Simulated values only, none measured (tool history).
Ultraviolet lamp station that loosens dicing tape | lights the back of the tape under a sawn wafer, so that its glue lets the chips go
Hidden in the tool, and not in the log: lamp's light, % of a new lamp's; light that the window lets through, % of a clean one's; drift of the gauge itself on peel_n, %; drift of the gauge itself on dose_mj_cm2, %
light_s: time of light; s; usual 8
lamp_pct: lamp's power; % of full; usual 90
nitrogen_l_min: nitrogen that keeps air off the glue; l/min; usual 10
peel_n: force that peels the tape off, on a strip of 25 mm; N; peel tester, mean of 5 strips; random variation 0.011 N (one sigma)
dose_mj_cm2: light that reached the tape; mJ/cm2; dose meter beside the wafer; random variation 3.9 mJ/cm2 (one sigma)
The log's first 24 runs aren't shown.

| run | hour | light_s | lamp_pct | nitrogen_l_min | hours of work of the lamp | hours of work since the window was cleaned | peel_n | dose_mj_cm2 |
|---|---|---|---|---|---|---|---|---|
| 25 | 168.2 | 7 | 79 | 20 | 265 | 11 | 0.914 | 376 |
| 26 | 172.5 | 10 | 90 | 13 | 268 | 14 | 0.479 | 621 |
| 27 | 180.9 | 10 | 90 | 13 | 273 | 19 | 0.471 | 616 |
| 28 | 187.5 | 10 | 90 | 13 | 278 | 24 | 0.498 | 615 |
| 29 | 196.5 | 10 | 90 | 13 | 284 | 30 | 0.484 | 612 |
| 30 | 200.8 | 9 | 77 | 11 | 287 | 33 | 0.867 | 471 |
|  | 207.2 | window cleaned of glue's vapour, once more |
| 31 | 210.4 | 9 | 77 | 11 | 293 | 2 | 0.649 | 542 |
| 32 | 218.6 | 7 | 86 | 5 | 299 | 8 | 1.260 | 468 |
| 33 | 224.9 | 7 | 90 | 3 | 303 | 12 | 1.488 | 494 |
| 34 | 232.2 | 8 | 64 | 5 | 308 | 17 | 1.580 | 396 |
| 35 | 241.9 | 11 | 73 | 13 | 314 | 23 | 0.470 | 614 |

Forecast run 36:
| 36 | 250.8 | 4 | 66 | 10 | 320 | 29 | ? | ? |

peel_n: 2.556 N
dose_mj_cm2: 204 mJ/cm2
Without the tool's hidden state the same run would have given peel_n 2.132 N, dose_mj_cm2 249 mJ/cm2.
